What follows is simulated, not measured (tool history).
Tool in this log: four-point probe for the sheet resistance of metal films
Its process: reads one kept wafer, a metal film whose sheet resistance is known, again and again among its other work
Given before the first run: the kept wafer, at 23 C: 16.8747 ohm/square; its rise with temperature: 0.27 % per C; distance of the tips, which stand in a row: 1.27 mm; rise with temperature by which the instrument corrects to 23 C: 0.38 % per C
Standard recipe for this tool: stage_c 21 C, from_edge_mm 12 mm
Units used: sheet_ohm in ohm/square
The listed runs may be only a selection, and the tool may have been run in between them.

run,day,stage_c,from_edge_mm,sheet_ohm
1,0.000,21,12,17.014343
2,0.700,21,12,17.018836
3,1.604,21,12,17.018348
4,2.683,21,66,16.908707
5,3.592,21,66,16.921963
6,4.258,21,49,16.918833
7,4.879,29,12,16.870134
# day 5.008: stage's thermometer calibrated
8,5.512,28,12,16.878979
9,6.275,19,9,17.122936
10,7.462,29,12,16.862297
11,8.512,29,12,16.863199
12,9.600,29,12,16.862970
13,10.133,21,9,17.085130
14,11.062,25,3,18.295499
# day 11.279: stage's thermometer calibrated, once more
15,11.946,25,3,18.303834
16,12.804,25,3,18.308149

What if the next run were any one of these 5? Each begins from the tool's condition after run 16:
A,13.692,31,3,?
B,13.692,21,3,?
C,13.692,30,38,?
D,13.692,23,10,?
E,13.692,21,5,?

run,sheet_ohm
A,18.184662
B,18.384314
C,16.753412
D,17.012181
E,17.472124
Stripped of hidden state, with their random variation kept, the same runs would have yielded:
run,sheet_ohm
A,18.189711
B,18.389399
C,16.758101
D,17.016927
E,17.476984

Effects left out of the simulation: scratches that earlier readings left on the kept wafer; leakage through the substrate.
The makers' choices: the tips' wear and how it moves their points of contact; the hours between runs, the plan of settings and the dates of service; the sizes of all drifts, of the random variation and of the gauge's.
